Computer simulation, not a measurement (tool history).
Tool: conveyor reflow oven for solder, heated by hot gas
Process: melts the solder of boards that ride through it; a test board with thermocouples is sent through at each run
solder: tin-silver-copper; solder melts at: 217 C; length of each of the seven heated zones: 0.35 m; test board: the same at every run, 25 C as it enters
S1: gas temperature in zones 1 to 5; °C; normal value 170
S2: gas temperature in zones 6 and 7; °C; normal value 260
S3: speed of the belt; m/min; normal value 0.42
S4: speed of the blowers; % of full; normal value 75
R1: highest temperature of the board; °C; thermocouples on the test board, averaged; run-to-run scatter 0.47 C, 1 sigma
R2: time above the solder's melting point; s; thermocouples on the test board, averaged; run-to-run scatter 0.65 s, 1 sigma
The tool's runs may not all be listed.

{"run": 1, "hour": 0.0, "S1": 170, "S2": 260, "S3": 0.42, "S4": 75, "R1": 247.8, "R2": 68.9}
{"run": 2, "hour": 37.1, "S1": 170, "S2": 260, "S3": 0.42, "S4": 75, "R1": 248.7, "R2": 69.7}
{"run": 3, "hour": 65.7, "S1": 170, "S2": 260, "S3": 0.42, "S4": 56, "R1": 242.5, "R2": 62.2}
{"run": 4, "hour": 99.5, "S1": 170, "S2": 260, "S3": 0.42, "S4": 83, "R1": 250.3, "R2": 72.9}
{"run": 5, "hour": 141.6, "S1": 170, "S2": 260, "S3": 0.42, "S4": 83, "R1": 249.5, "R2": 74}
{"run": 6, "hour": 181.6, "S1": 170, "S2": 260, "S3": 0.42, "S4": 83, "R1": 249.8, "R2": 73.5}
{"run": 7, "hour": 226.6, "S1": 170, "S2": 260, "S3": 0.42, "S4": 75, "R1": 248.1, "R2": 69.8}
{"hour": 237.9, "done": "thermocouples of zones 6 and 7 changed"}
{"run": 8, "hour": 266.8, "S1": 170, "S2": 260, "S3": 0.416, "S4": 75, "R1": 248, "R2": 71}
{"run": 9, "hour": 303.9, "S1": 170, "S2": 260, "S3": 0.42, "S4": 75, "R1": 247.8, "R2": 70.3}
{"run": 10, "hour": 354.7, "S1": 170, "S2": 260, "S3": 0.42, "S4": 75, "R1": 248.6, "R2": 71.2}
{"run": 11, "hour": 380.3, "S1": 170, "S2": 260, "S3": 0.466, "S4": 75, "R1": 244.5, "R2": 58.9}
{"run": 12, "hour": 427.3, "S1": 170, "S2": 260, "S3": 0.466, "S4": 75, "R1": 245.4, "R2": 59.9}
{"hour": 453.3, "done": "flux residue cleaned out of gas plates and filters"}
{"run": 13, "hour": 479.3, "S1": 170, "S2": 260, "S3": 0.466, "S4": 75, "R1": 245, "R2": 61.3}
{"run": 14, "hour": 500.6, "S1": 170, "S2": 260, "S3": 0.42, "S4": 75, "R1": 249, "R2": 71.7}
{"run": 15, "hour": 550.2, "S1": 180, "S2": 260, "S3": 0.42, "S4": 75, "R1": 249.1, "R2": 76.8}
{"run": 16, "hour": 585.3, "S1": 180, "S2": 260, "S3": 0.42, "S4": 75, "R1": 250.4, "R2": 76.7}
{"run": 17, "hour": 615.0, "S1": 170, "S2": 260, "S3": 0.42, "S4": 75, "R1": 248.3, "R2": 71.6}
{"run": 18, "hour": 663.9, "S1": 170, "S2": 260, "S3": 0.42, "S4": 75, "R1": 247.7, "R2": 70.7}
{"run": 19, "hour": 705.4, "S1": 160, "S2": 263, "S3": 0.434, "S4": 59, "R1": 242.9, "R2": 55.6}
{"run": 20, "hour": 732.2, "S1": 163, "S2": 270, "S3": 0.434, "S4": 77, "R1": 256.6, "R2": 71.9}
{"run": 21, "hour": 779.8, "S1": 161, "S2": 257, "S3": 0.447, "S4": 81, "R1": 243.7, "R2": 56.6}
{"run": 22, "hour": 827.7, "S1": 160, "S2": 264, "S3": 0.457, "S4": 80, "R1": 249.5, "R2": 61.2}
{"run": 23, "hour": 855.4, "S1": 170, "S2": 260, "S3": 0.419, "S4": 70, "R1": 247, "R2": 69.1}
{"hour": 880.1, "done": "thermocouples of zones 6 and 7 changed"}
{"run": 24, "hour": 895.8, "S1": 170, "S2": 260, "S3": 0.389, "S4": 82, "R1": 251.6, "R2": 82.1}
{"run": 25, "hour": 926.6, "S1": 169, "S2": 267, "S3": 0.39, "S4": 75, "R1": 256.2, "R2": 84.6}
{"run": 26, "hour": 965.9, "S1": 170, "S2": 260, "S3": 0.42, "S4": 55, "R1": 242.6, "R2": 59.8}
{"run": 27, "hour": 999.7, "S1": 178, "S2": 272, "S3": 0.488, "S4": 74, "R1": 256, "R2": 68.9}
{"hour": 1024.5, "done": "flux residue cleaned out of gas plates and filters"}
{"run": 28, "hour": 1033.4, "S1": 178, "S2": 272, "S3": 0.488, "S4": 74, "R1": 255.1, "R2": 68.5}
{"run": 29, "hour": 1069.3, "S1": 178, "S2": 274, "S3": 0.488, "S4": 69, "R1": 254.9, "R2": 67.7}

Run 30, settings as shown, results not yet in. Your forecast:
{"run": 30, "hour": 1107.6, "S1": 169, "S2": 260, "S3": 0.455, "S4": 58, "R1": "?", "R2": "?"}

{"run 30": {"R1": 239.9, "R2": 53.5}}
Minus the tool's unlogged condition, the same run would have read R1 240 °C, R2 53.5 s.
